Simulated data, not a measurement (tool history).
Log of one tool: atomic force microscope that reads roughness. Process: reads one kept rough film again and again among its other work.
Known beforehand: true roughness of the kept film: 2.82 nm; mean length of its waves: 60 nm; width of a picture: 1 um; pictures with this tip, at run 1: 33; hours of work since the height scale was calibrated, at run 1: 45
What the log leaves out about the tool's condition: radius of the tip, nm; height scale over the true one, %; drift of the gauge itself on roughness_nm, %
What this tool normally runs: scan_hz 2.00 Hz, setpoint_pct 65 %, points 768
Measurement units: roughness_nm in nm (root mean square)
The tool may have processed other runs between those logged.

run   hour  scan_hz  setpoint_pct  points  pictures with this tip  hours of work since the height scale was calibrated  roughness_nm
  1    0.0     2.00            65     768                      33                                                   45         2.603
  2   12.9     0.57            65     768                      65                                                   55         2.684
      32.1  -- new tip fitted
  3   33.9     2.00            65     851                       5                                                   70         2.607
  4   49.2     2.00            65     851                      42                                                   81         2.600
      75.9  -- new tip fitted
  5   75.9     2.00            65     851                       0                                                  101         2.628
  6  103.4     2.00            65     851                      66                                                  121         2.579
     120.5  -- new tip fitted
  7  124.2     2.00            65     851                       9                                                  136         2.614
  8  147.3     2.00            65     851                      65                                                  153         2.575
     165.8  -- new tip fitted
  9  174.8     2.00            65     851                      22                                                  173         2.613
 10  198.7     2.00            65     851                      80                                                  190         2.597
     210.3  -- new tip fitted
 11  223.3     0.82            60     705                      32                                                  208         2.699
 12  244.8     1.81            67     817                      84                                                  224         2.577
     254.3  -- new tip fitted
 13  256.7     1.51            89     294                       6                                                  232         2.400
 14  278.3     1.51            89     294                      58                                                  248         2.371

Here are 4 independent what-if runs from the current tool condition. What would each one return?
  A  294.9     2.00            65     555                      99                                                  261             ?
  B  294.9     0.81            59     294                      99                                                  261             ?
  C  294.9     0.78            62     294                      99                                                  261             ?
  D  294.9     2.83            65     533                      99                                                  261             ?

run  roughness_nm
  A         2.584
  B         2.684
  C         2.668
  D         2.512
With the hidden condition removed and each run's random variation left untouched, the same runs would have given:
run  roughness_nm
  A         2.640
  B         2.743
  C         2.727
  D         2.568

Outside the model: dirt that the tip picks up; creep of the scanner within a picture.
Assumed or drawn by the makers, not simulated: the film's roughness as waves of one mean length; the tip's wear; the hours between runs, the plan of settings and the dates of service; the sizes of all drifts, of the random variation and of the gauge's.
